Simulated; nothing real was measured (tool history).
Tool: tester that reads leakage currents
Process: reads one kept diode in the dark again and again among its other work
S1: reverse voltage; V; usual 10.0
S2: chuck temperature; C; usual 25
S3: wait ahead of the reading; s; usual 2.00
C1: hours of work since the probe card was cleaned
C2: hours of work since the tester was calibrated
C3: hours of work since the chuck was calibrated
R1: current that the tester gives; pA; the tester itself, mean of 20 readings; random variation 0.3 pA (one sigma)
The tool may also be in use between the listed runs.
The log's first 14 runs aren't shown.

run,hour,S1,S2,S3,C1,C2,C3,R1
15,1056.3,10.0,25,2.00,731,1441,1330,91.72
16,1119.5,10.0,25,2.00,773,1483,1372,91.79
17,1201.9,10.0,25,2.00,827,1537,1427,91.52
# hour 1281.0: chuck's temperature calibrated
18,1293.6,10.0,25,2.00,887,1597,8,105.08
19,1343.2,10.0,25,3.84,920,1630,41,104.56
20,1452.3,10.0,25,3.84,993,1702,114,104.41
21,1502.5,10.0,50,3.84,1026,1736,147,563.50
22,1593.6,7.3,25,5.28,1086,1796,208,89.10
23,1703.2,3.4,36,5.98,1159,1869,281,132.83
24,1775.8,5.6,36,2.50,1207,1917,329,168.08
# hour 1787.0: probe card cleaned and baked
25,1835.9,1.5,25,0.88,32,1955,367,41.32
26,1911.8,7.5,33,0.66,83,2006,417,158.36
# hour 1968.2: probe card cleaned and baked, once more
27,2000.2,7.5,33,0.66,21,2062,474,150.34
28,2081.1,1.6,24,2.00,75,2116,528,37.50
29,2169.9,1.1,25,0.93,134,2175,587,34.21
30,2272.7,2.7,51,0.72,202,2244,655,311.06
31,2371.1,3.0,27,0.33,268,2309,720,63.20
32,2460.8,1.9,27,3.08,327,2369,780,50.24
33,2561.3,1.0,35,3.39,394,2435,847,65.70
34,2668.7,1.0,35,3.39,465,2507,918,65.55
35,2744.4,1.0,35,3.39,516,2557,968,65.11
36,2847.3,1.7,57,0.85,584,2625,1037,356.31
37,2952.1,6.3,31,8.22,654,2695,1106,115.38

4 ways to go on from here, each from the tool as it stands after run 37. What would each give?
A,3049.5,4.6,53,8.22,718,2760,1171,?
B,3049.5,10.0,27,2.00,718,2760,1171,?
C,3049.5,1.0,40,3.09,718,2760,1171,?
D,3049.5,6.3,27,8.22,718,2760,1171,?

run,R1
A,436.54
B,108.32
C,90.65
D,86.67
Without the tool's hidden state the same runs would have given:
run,R1
A,467.75
B,113.34
C,97.88
D,91.59
